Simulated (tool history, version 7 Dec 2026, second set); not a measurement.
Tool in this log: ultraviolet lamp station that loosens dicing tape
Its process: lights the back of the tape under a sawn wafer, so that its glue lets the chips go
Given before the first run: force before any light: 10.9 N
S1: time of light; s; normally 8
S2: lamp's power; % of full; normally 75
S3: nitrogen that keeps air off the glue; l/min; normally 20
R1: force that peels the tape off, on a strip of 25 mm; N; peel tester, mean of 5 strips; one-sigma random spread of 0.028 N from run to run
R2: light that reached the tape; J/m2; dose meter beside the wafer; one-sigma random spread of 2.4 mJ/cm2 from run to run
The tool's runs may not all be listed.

run,day,S1,S2,S3,R1,R2
1,0.000,8,75,20,1.392,2460
2,0.325,8,75,20,1.411,2520
3,0.708,8,75,20,1.376,2520
4,1.025,8,75,11,1.836,2500
5,1.308,8,75,11,1.917,2480
6,1.621,8,75,11,1.932,2470
7,1.925,8,75,11,1.904,2500
8,2.125,6,92,11,2.191,2310
9,2.367,13,75,32,0.402,4050
10,2.650,9,77,13,1.328,2890
11,2.892,8,75,9,2.150,2490
12,3.150,12,89,10,0.659,4440

Here are 3 independent what-if runs from the current tool condition. What would each one return?
A,3.400,5,71,7,?,?
B,3.400,14,77,29,?,?
C,3.400,12,89,15,?,?

run,R1,R2
A,4.296,1420
B,0.346,4470
C,0.505,4440
With no hidden state in the tool, these same runs would have given:
run,R1,R2
A,4.289,1420
B,0.345,4480
C,0.503,4440
